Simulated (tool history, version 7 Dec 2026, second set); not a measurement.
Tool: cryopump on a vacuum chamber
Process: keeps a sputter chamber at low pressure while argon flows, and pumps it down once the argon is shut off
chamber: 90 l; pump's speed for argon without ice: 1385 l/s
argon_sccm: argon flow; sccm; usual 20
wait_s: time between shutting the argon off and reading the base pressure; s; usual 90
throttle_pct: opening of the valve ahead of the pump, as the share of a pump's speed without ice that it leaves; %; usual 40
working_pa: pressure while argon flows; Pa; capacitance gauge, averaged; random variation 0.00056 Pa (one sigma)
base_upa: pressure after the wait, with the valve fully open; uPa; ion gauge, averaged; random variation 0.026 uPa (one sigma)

run 1 hour=0.0 | argon_sccm=20 wait_s=90 throttle_pct=40 | working_pa=0.0702 base_upa=2.87
run 2 hour=50.5 | argon_sccm=20 wait_s=90 throttle_pct=40 | working_pa=0.0717 base_upa=2.96
-- hour=69.2 pump warmed up, emptied and cooled again
run 3 hour=135.2 | argon_sccm=20 wait_s=90 throttle_pct=40 | working_pa=0.0625 base_upa=2.40
run 4 hour=183.9 | argon_sccm=20 wait_s=90 throttle_pct=40 | working_pa=0.0631 base_upa=2.53
run 5 hour=237.7 | argon_sccm=20 wait_s=90 throttle_pct=40 | working_pa=0.0643 base_upa=2.60
run 6 hour=292.6 | argon_sccm=20 wait_s=90 throttle_pct=40 | working_pa=0.0649 base_upa=2.63
run 7 hour=346.0 | argon_sccm=20 wait_s=90 throttle_pct=44 | working_pa=0.0610 base_upa=2.79
run 8 hour=400.6 | argon_sccm=20 wait_s=90 throttle_pct=44 | working_pa=0.0632 base_upa=2.95
run 9 hour=449.2 | argon_sccm=20 wait_s=90 throttle_pct=32 | working_pa=0.0849 base_upa=2.98
-- hour=478.7 pump warmed up, emptied and cooled again
run 10 hour=517.3 | argon_sccm=20 wait_s=268 throttle_pct=40 | working_pa=0.0618 base_upa=2.01
run 11 hour=590.8 | argon_sccm=20 wait_s=90 throttle_pct=40 | working_pa=0.0624 base_upa=2.70
run 12 hour=627.2 | argon_sccm=20 wait_s=90 throttle_pct=40 | working_pa=0.0636 base_upa=2.70
run 13 hour=675.8 | argon_sccm=12 wait_s=26 throttle_pct=40 | working_pa=0.0395 base_upa=5.06
run 14 hour=713.5 | argon_sccm=19 wait_s=161 throttle_pct=40 | working_pa=0.0632 base_upa=2.60
run 15 hour=768.2 | argon_sccm=19 wait_s=161 throttle_pct=40 | working_pa=0.0644 base_upa=2.73
run 16 hour=836.4 | argon_sccm=20 wait_s=36 throttle_pct=40 | working_pa=0.0685 base_upa=4.44
run 17 hour=877.1 | argon_sccm=20 wait_s=36 throttle_pct=40 | working_pa=0.0691 base_upa=4.58
-- hour=886.7 pump warmed up, emptied and cooled again
run 18 hour=932.8 | argon_sccm=11 wait_s=265 throttle_pct=23 | working_pa=0.0600 base_upa=2.12
run 19 hour=973.7 | argon_sccm=11 wait_s=265 throttle_pct=23 | working_pa=0.0587 base_upa=2.30
run 20 hour=1024.0 | argon_sccm=11 wait_s=265 throttle_pct=23 | working_pa=0.0594 base_upa=2.32
run 21 hour=1081.7 | argon_sccm=20 wait_s=59 throttle_pct=29 | working_pa=0.0886 base_upa=3.56
run 22 hour=1132.2 | argon_sccm=20 wait_s=40 throttle_pct=22 | working_pa=0.1161 base_upa=4.22
-- hour=1188.3 leaking fittings of the chamber tightened, without venting
run 23 hour=1190.3 | argon_sccm=20 wait_s=40 throttle_pct=22 | working_pa=0.1173 base_upa=2.31
run 24 hour=1252.5 | argon_sccm=9 wait_s=146 throttle_pct=40 | working_pa=0.0303 base_upa=0.94

5 ways to go on from here, each from the tool as it stands after run 24. What would each give?
-- hour=1298.2 pump warmed up, emptied and cooled again
run A hour=1326.4 | argon_sccm=9 wait_s=59 throttle_pct=40 | working_pa=? base_upa=?
-- hour=1298.2 pump warmed up, emptied and cooled again
run B hour=1326.4 | argon_sccm=12 wait_s=218 throttle_pct=28 | working_pa=? base_upa=?
-- hour=1298.2 pump warmed up, emptied and cooled again
run C hour=1326.4 | argon_sccm=29 wait_s=90 throttle_pct=40 | working_pa=? base_upa=?
-- hour=1298.2 pump warmed up, emptied and cooled again
run D hour=1326.4 | argon_sccm=24 wait_s=71 throttle_pct=30 | working_pa=? base_upa=?
-- hour=1298.2 pump warmed up, emptied and cooled again
run E hour=1326.4 | argon_sccm=20 wait_s=90 throttle_pct=44 | working_pa=? base_upa=?

run=A working_pa=0.0281 base_upa=1.66
run=B working_pa=0.0537 base_upa=0.69
run=C working_pa=0.0889 base_upa=1.17
run=D working_pa=0.0991 base_upa=1.47
run=E working_pa=0.0552 base_upa=1.18
Without the tool's hidden state the same runs would have given:
run=A working_pa=0.0277 base_upa=1.55
run=B working_pa=0.0532 base_upa=0.59
run=C working_pa=0.0875 base_upa=1.06
run=D working_pa=0.0980 base_upa=1.36
run=E working_pa=0.0542 base_upa=1.08
